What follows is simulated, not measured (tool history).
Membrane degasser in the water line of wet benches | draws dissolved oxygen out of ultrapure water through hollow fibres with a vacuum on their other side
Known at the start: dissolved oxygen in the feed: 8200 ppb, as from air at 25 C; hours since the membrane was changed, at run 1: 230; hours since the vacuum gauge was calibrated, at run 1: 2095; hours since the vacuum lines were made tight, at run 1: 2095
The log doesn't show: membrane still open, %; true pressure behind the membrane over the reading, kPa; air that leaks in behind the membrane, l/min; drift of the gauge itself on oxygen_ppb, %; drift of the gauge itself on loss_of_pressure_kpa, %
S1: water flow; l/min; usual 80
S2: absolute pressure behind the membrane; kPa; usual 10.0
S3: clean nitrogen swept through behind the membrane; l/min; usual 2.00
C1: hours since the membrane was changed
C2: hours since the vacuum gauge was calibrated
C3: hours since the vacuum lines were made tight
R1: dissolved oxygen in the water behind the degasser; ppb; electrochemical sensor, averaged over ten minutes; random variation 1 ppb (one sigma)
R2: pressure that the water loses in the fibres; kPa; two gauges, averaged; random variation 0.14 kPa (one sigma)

run,hour,S1,S2,S3,C1,C2,C3,R1,R2
1,0.0,80,10.0,2.00,230,2095,2095,536.2,55.68
2,98.9,80,10.0,2.00,328,2194,2194,538.9,55.82
3,172.3,80,10.0,2.00,402,2267,2267,539.4,55.62
4,235.0,80,10.0,2.00,465,2330,2330,538.4,55.87
5,302.6,80,12.1,2.00,532,2398,2398,688.9,55.69
6,400.4,80,10.0,2.19,630,2495,2495,503.9,55.82
7,475.5,80,10.0,2.19,705,2571,2571,503.7,55.90
8,603.2,80,10.0,2.19,833,2698,2698,503.1,55.84
9,710.8,80,10.0,2.19,940,2806,2806,506.6,55.85
10,827.4,80,10.0,0.95,1057,2922,2922,901.3,56.10
# hour 838.5: vacuum gauge calibrated
11,949.6,80,10.0,0.95,1179,111,3044,911.8,55.53
12,1088.3,80,10.0,0.95,1317,250,3183,915.4,55.87
# hour 1128.8: vacuum gauge calibrated, once more
13,1166.9,80,10.0,2.00,1395,38,3261,529.5,55.76
14,1294.8,80,10.0,2.00,1523,166,3389,528.3,55.96
15,1410.9,80,6.4,2.00,1639,282,3505,263.8,56.12
16,1528.9,80,6.4,2.00,1757,400,3623,265.0,56.00
17,1640.1,80,6.4,2.00,1869,511,3734,265.2,56.24
18,1768.2,80,6.4,2.00,1997,639,3862,266.4,56.20
19,1878.5,80,17.4,3.06,2107,750,3973,755.3,56.33
20,1953.4,96,10.0,2.00,2182,825,4047,614.7,67.48
21,2046.3,74,6.7,2.59,2275,917,4140,223.6,51.93
22,2175.6,74,6.7,2.59,2404,1047,4270,223.5,52.12
23,2259.5,50,20.6,2.59,2488,1131,4354,705.3,35.09
24,2329.9,50,20.6,2.59,2558,1201,4424,707.2,35.07
25,2458.2,63,10.0,4.57,2687,1329,4552,222.4,44.69
26,2550.9,68,14.9,2.93,2779,1422,4645,574.4,47.97
27,2637.1,80,15.7,2.00,2866,1508,4731,930.9,56.30
28,2747.6,95,6.8,3.60,2976,1619,4842,224.7,66.79
29,2823.0,80,8.3,2.00,3052,1694,4917,416.4,56.23
# hour 2917.5: seals of the vacuum lines changed
30,2933.2,80,8.3,2.00,3160,1802,16,416.1,56.44
31,3030.2,64,20.2,0.84,3257,1899,113,1854.6,45.20
32,3144.7,63,24.9,1.48,3371,2014,227,1557.1,44.65

How the hidden state differs across the entries between the runs, from the last listed run before each to the first after it:
Between runs 10 and 11: vacuum gauge calibrated (hour 838.5)
  membrane still open, %: 99.5 -> 99.4; true pressure behind the membrane over the reading, kPa: 0.2 -> 0.29; air that leaks in behind the membrane, l/min: 0.0125 -> 0.013
  measured less the result without the state, R1: +21.6 -> +32.1 ppb; R2: +0.29 -> +0.33 kPa
Between runs 12 and 13: vacuum gauge calibrated, once more (hour 1128.8)
  true pressure behind the membrane over the reading, kPa: 0.3 -> 0.01; air that leaks in behind the membrane, l/min: 0.0134 -> 0.0137
  measured less the result without the state, R1: +33.5 -> +1.7 ppb; R2: +0.37 -> +0.38 kPa
Between runs 29 and 30: seals of the vacuum lines changed (hour 2917.5)
  air that leaks in behind the membrane, l/min: 0.0194 -> 0.0017
  measured less the result without the state, R1: +12.0 -> +12.5 ppb; R2: +0.83 -> +0.87 kPa
